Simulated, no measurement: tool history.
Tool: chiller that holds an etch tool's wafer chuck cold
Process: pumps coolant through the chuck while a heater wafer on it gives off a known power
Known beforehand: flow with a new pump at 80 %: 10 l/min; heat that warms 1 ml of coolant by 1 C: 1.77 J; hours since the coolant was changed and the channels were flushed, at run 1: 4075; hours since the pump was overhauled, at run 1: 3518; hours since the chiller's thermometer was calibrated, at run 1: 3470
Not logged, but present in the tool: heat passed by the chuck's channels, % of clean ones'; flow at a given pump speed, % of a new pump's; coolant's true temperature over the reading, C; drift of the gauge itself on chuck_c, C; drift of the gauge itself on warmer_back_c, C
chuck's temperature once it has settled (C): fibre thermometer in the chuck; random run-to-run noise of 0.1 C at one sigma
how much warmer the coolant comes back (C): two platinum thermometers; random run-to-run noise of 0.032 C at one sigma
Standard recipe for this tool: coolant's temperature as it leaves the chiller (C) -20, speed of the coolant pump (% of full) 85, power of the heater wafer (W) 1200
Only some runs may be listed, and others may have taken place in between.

run    hour  coolant's temperature as it leaves the chiller (C)  speed of the coolant pump (% of full)  power of the heater wafer (W)  hours since the coolant was changed and the channels were flushed  hours since the pump was overhauled  hours since the chiller's thermometer was calibrated  chuck's temperature once it has settled (C)  how much warmer the coolant comes back (C)
  1     0.0                                                 -20                                     85                           1200                                                               4075                                 3518                                                  3470                                        -10.4                                        3.80
  2    78.4                                                 -20                                     85                           1200                                                               4153                                 3596                                                  3548                                        -10.6                                        3.79
  3   177.2                                                 -20                                     85                           1200                                                               4252                                 3695                                                  3647                                        -10.4                                        3.73
  4   280.4                                                 -20                                     85                           1200                                                               4355                                 3798                                                  3750                                        -10.6                                        3.77
  5   389.2                                                 -20                                     85                           1200                                                               4464                                 3907                                                  3859                                        -10.5                                        3.80
  6   493.0                                                 -29                                     85                           1200                                                               4568                                 4011                                                  3963                                        -19.5                                        3.76
  7   573.0                                                 -29                                     85                           1200                                                               4648                                 4091                                                  4043                                        -19.4                                        3.72
  8   681.8                                                 -20                                     85                           1200                                                               4757                                 4200                                                  4152                                        -10.7                                        3.69
  9   750.4                                                 -20                                     85                           1200                                                               4825                                 4268                                                  4220                                        -10.4                                        3.70
 10   844.1                                                 -20                                     85                           1200                                                               4919                                 4362                                                  4314                                        -10.3                                        3.67
 11   939.6                                                 -20                                     85                           1200                                                               5014                                 4458                                                  4409                                        -10.5                                        3.68
 12   985.5                                                 -20                                     85                           1200                                                               5060                                 4503                                                  4455                                        -10.5                                        3.68
     1043.9  -- chiller's thermometer calibrated
 13  1045.8                                                 -20                                     85                           1200                                                               5120                                 4563                                                     2                                        -10.4                                        3.61
 14  1097.9                                                 -20                                     85                           1200                                                               5172                                 4615                                                    54                                        -10.5                                        3.61
 15  1149.3                                                 -20                                     85                           1200                                                               5223                                 4666                                                   105                                        -10.6                                        3.58
 16  1240.1                                                 -20                                     85                           1200                                                               5314                                 4757                                                   196                                        -10.6                                        3.64
 17  1289.1                                                 -20                                     85                           1200                                                               5363                                 4806                                                   245                                        -10.5                                        3.59
 18  1376.3                                                 -25                                     71                            648                                                               5450                                 4893                                                   332                                        -19.1                                        2.28
 19  1453.0                                                 -20                                     65                           1779                                                               5527                                 4970                                                   409                                         -2.8                                        7.43
 20  1515.7                                                 -20                                     65                           1779                                                               5590                                 5033                                                   472                                         -3.0                                        7.33
 21  1625.2                                                 -20                                     65                           1779                                                               5699                                 5142                                                   581                                         -2.8                                        7.29
 22  1671.3                                                 -20                                     91                           1099                                                               5745                                 5188                                                   627                                        -11.6                                        3.01
 23  1783.5                                                 -19                                     78                            806                                                               5857                                 5300                                                   740                                        -12.1                                        2.57
 24  1840.0                                                 -19                                     78                            806                                                               5914                                 5357                                                   796                                        -12.3                                        2.52
 25  1949.9                                                 -19                                     78                            806                                                               6024                                 5467                                                   906                                        -12.4                                        2.54
 26  2044.0                                                 -24                                     67                           1200                                                               6118                                 5561                                                  1000                                        -12.7                                        4.69
 27  2136.8                                                 -29                                     62                            659                                                               6211                                 5654                                                  1093                                        -22.5                                        2.65
 28  2194.5                                                 -29                                     62                            659                                                               6268                                 5711                                                  1151                                        -22.4                                        2.73
 29  2286.6                                                 -29                                     62                            659                                                               6360                                 5804                                                  1243                                        -22.5                                        2.60
 30  2341.1                                                 -29                                     62                            659                                                               6415                                 5858                                                  1297                                        -22.5                                        2.67
 31  2387.4                                                 -11                                     64                            659                                                               6461                                 5904                                                  1344                                         -4.6                                        2.50
 32  2488.2                                                 -13                                     62                            869                                                               6562                                 6005                                                  1444                                         -4.3                                        3.60
 33  2590.0                                                 -13                                     62                            869                                                               6664                                 6107                                                  1546                                         -4.3                                        3.49

Below are 3 alternative next runs, each starting from the tool's condition after run 33. Predict each:
  A  2639.8                                                 -13                                    100                            889                                                               6714                                 6157                                                  1596                                            ?                                           ?
  B  2639.8                                                 -13                                     97                           1229                                                               6714                                 6157                                                  1596                                            ?                                           ?
  C  2639.8                                                 -26                                     82                            616                                                               6714                                 6157                                                  1596                                            ?                                           ?

run  chuck's temperature once it has settled (C)  how much warmer the coolant comes back (C)
  A                                         -6.7                                        1.96
  B                                         -4.1                                        2.96
  C                                        -21.0                                        1.66
Take away the tool's hidden state, keep each run's random variation, and the runs would have read:
run  chuck's temperature once it has settled (C)  how much warmer the coolant comes back (C)
  A                                         -6.7                                        2.31
  B                                         -4.1                                        3.32
  C                                        -21.0                                        2.01

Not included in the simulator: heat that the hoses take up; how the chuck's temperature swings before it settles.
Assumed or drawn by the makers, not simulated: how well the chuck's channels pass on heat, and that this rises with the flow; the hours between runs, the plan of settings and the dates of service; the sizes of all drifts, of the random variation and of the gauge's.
